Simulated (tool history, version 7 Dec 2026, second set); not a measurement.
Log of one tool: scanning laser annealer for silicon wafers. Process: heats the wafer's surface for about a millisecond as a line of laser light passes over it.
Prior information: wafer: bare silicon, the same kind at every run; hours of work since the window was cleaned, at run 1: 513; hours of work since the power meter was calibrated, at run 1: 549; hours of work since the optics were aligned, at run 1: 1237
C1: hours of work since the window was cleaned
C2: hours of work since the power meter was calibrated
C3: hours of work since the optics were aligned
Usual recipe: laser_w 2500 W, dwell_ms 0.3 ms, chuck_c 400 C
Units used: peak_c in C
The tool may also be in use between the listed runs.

run 1 hour=0 | laser_w=2500 dwell_ms=0.3 chuck_c=400 | C1=513 C2=549 C3=1237 | peak_c=1133
run 2 hour=9.9 | laser_w=2500 dwell_ms=0.3 chuck_c=400 | C1=520 C2=556 C3=1244 | peak_c=1135
run 3 hour=27.7 | laser_w=2574 dwell_ms=0.3 chuck_c=400 | C1=533 C2=568 C3=1257 | peak_c=1163
run 4 hour=37.8 | laser_w=2574 dwell_ms=0.3 chuck_c=400 | C1=540 C2=575 C3=1264 | peak_c=1160
run 5 hour=49.1 | laser_w=2574 dwell_ms=0.3 chuck_c=400 | C1=548 C2=583 C3=1272 | peak_c=1162
run 6 hour=69.5 | laser_w=2500 dwell_ms=0.3 chuck_c=371 | C1=563 C2=598 C3=1286 | peak_c=1107
run 7 hour=83.5 | laser_w=2500 dwell_ms=0.3 chuck_c=400 | C1=573 C2=608 C3=1296 | peak_c=1132
run 8 hour=92.3 | laser_w=2500 dwell_ms=0.3 chuck_c=400 | C1=579 C2=614 C3=1302 | peak_c=1133
run 9 hour=106.1 | laser_w=2500 dwell_ms=0.3 chuck_c=400 | C1=589 C2=624 C3=1312 | peak_c=1133
run 10 hour=121.3 | laser_w=2501 dwell_ms=0.3 chuck_c=400 | C1=599 C2=634 C3=1323 | peak_c=1132
run 11 hour=130.7 | laser_w=2501 dwell_ms=0.3 chuck_c=400 | C1=606 C2=641 C3=1330 | peak_c=1132
run 12 hour=145.3 | laser_w=2501 dwell_ms=0.3 chuck_c=400 | C1=616 C2=651 C3=1340 | peak_c=1129
run 13 hour=154.2 | laser_w=2501 dwell_ms=0.3 chuck_c=400 | C1=623 C2=658 C3=1346 | peak_c=1131
run 14 hour=171.8 | laser_w=2501 dwell_ms=0.3 chuck_c=400 | C1=635 C2=670 C3=1359 | peak_c=1132
run 15 hour=190.2 | laser_w=2501 dwell_ms=0.3 chuck_c=400 | C1=648 C2=683 C3=1372 | peak_c=1134
run 16 hour=198.8 | laser_w=2500 dwell_ms=0.3 chuck_c=400 | C1=654 C2=689 C3=1378 | peak_c=1130
run 17 hour=214.9 | laser_w=2500 dwell_ms=0.3 chuck_c=383 | C1=666 C2=701 C3=1389 | peak_c=1112
run 18 hour=234.4 | laser_w=2500 dwell_ms=0.3 chuck_c=383 | C1=679 C2=714 C3=1403 | peak_c=1116
run 19 hour=242.9 | laser_w=2500 dwell_ms=0.3 chuck_c=383 | C1=685 C2=720 C3=1409 | peak_c=1114
run 20 hour=259.7 | laser_w=2500 dwell_ms=0.3 chuck_c=383 | C1=697 C2=732 C3=1421 | peak_c=1112
run 21 hour=277 | laser_w=2500 dwell_ms=0.224 chuck_c=400 | C1=709 C2=745 C3=1433 | peak_c=1042
run 22 hour=296.3 | laser_w=2500 dwell_ms=0.224 chuck_c=400 | C1=723 C2=758 C3=1447 | peak_c=1040
run 23 hour=310.4 | laser_w=2500 dwell_ms=0.224 chuck_c=400 | C1=733 C2=768 C3=1457 | peak_c=1041
run 24 hour=322.4 | laser_w=2626 dwell_ms=0.3 chuck_c=399 | C1=742 C2=777 C3=1465 | peak_c=1172
run 25 hour=331.2 | laser_w=2566 dwell_ms=0.312 chuck_c=361 | C1=748 C2=783 C3=1471 | peak_c=1128
run 26 hour=348.4 | laser_w=2566 dwell_ms=0.312 chuck_c=361 | C1=760 C2=795 C3=1484 | peak_c=1128
run 27 hour=366 | laser_w=2566 dwell_ms=0.312 chuck_c=361 | C1=772 C2=808 C3=1496 | peak_c=1129
run 28 hour=383.6 | laser_w=2566 dwell_ms=0.312 chuck_c=361 | C1=785 C2=820 C3=1509 | peak_c=1127
run 29 hour=399 | laser_w=2456 dwell_ms=0.261 chuck_c=407 | C1=796 C2=831 C3=1519 | peak_c=1077
run 30 hour=407.4 | laser_w=2665 dwell_ms=0.239 chuck_c=420 | C1=802 C2=837 C3=1525 | peak_c=1131
run 31 hour=426.1 | laser_w=2234 dwell_ms=0.29 chuck_c=422 | C1=815 C2=850 C3=1539 | peak_c=1046
run 32 hour=439.4 | laser_w=2234 dwell_ms=0.29 chuck_c=422 | C1=824 C2=860 C3=1548 | peak_c=1046
-- hour=447 optics aligned, line set to its width
run 33 hour=455.3 | laser_w=2393 dwell_ms=0.346 chuck_c=370 | C1=832 C2=867 C3=6 | peak_c=1124
run 34 hour=471.9 | laser_w=2236 dwell_ms=0.247 chuck_c=399 | C1=844 C2=879 C3=18 | peak_c=998
run 35 hour=489.4 | laser_w=2737 dwell_ms=0.274 chuck_c=399 | C1=856 C2=891 C3=30 | peak_c=1204
run 36 hour=498.3 | laser_w=2500 dwell_ms=0.292 chuck_c=369 | C1=863 C2=898 C3=36 | peak_c=1109
run 37 hour=513.9 | laser_w=2500 dwell_ms=0.3 chuck_c=420 | C1=874 C2=909 C3=47 | peak_c=1168
run 38 hour=532.9 | laser_w=2500 dwell_ms=0.24 chuck_c=436 | C1=887 C2=922 C3=61 | peak_c=1110
run 39 hour=545.4 | laser_w=2450 dwell_ms=0.296 chuck_c=379 | C1=896 C2=931 C3=70 | peak_c=1103
run 40 hour=554 | laser_w=2450 dwell_ms=0.296 chuck_c=379 | C1=902 C2=937 C3=76 | peak_c=1099

3 ways to go on from here, each from the tool as it stands after run 40. What would each give?
run A hour=569 | laser_w=2310 dwell_ms=0.306 chuck_c=396 | C1=913 C2=948 C3=86 | peak_c=?
run B hour=569 | laser_w=2298 dwell_ms=0.3 chuck_c=400 | C1=913 C2=948 C3=86 | peak_c=?
run C hour=569 | laser_w=2500 dwell_ms=0.214 chuck_c=400 | C1=913 C2=948 C3=86 | peak_c=?

run=A peak_c=1078
run=B peak_c=1071
run=C peak_c=1040
Without the tool's hidden state the same runs would have given:
run=A peak_c=1095
run=B peak_c=1088
run=C peak_c=1056
